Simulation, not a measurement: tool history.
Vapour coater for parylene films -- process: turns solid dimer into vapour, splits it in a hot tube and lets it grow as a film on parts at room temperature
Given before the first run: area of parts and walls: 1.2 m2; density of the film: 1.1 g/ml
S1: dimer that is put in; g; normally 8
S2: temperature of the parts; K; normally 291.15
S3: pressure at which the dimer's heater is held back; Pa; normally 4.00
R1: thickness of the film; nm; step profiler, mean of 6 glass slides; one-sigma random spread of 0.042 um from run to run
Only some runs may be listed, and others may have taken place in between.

run 1 hour=0.0 | S1=8 S2=291.15 S3=4.00 | R1=4460
run 2 hour=33.9 | S1=4 S2=291.15 S3=4.00 | R1=2190
run 3 hour=73.2 | S1=8 S2=291.15 S3=4.00 | R1=4390
-- hour=87.7 table's thermometer calibrated
run 4 hour=128.6 | S1=8 S2=291.15 S3=4.00 | R1=4470
run 5 hour=174.2 | S1=8 S2=291.15 S3=4.00 | R1=4450
run 6 hour=216.5 | S1=8 S2=291.15 S3=4.00 | R1=4440
run 7 hour=265.3 | S1=8 S2=291.15 S3=4.00 | R1=4420
run 8 hour=297.0 | S1=8 S2=291.15 S3=4.00 | R1=4370

Expected results for the next run?
run 9 hour=331.3 | S1=8 S2=291.15 S3=4.43 | R1=?

{"run 9": {"R1": 4350}}
Take away the tool's hidden state, keep the run-to-run variation as it was, and the same run would have given R1 4560 nm.
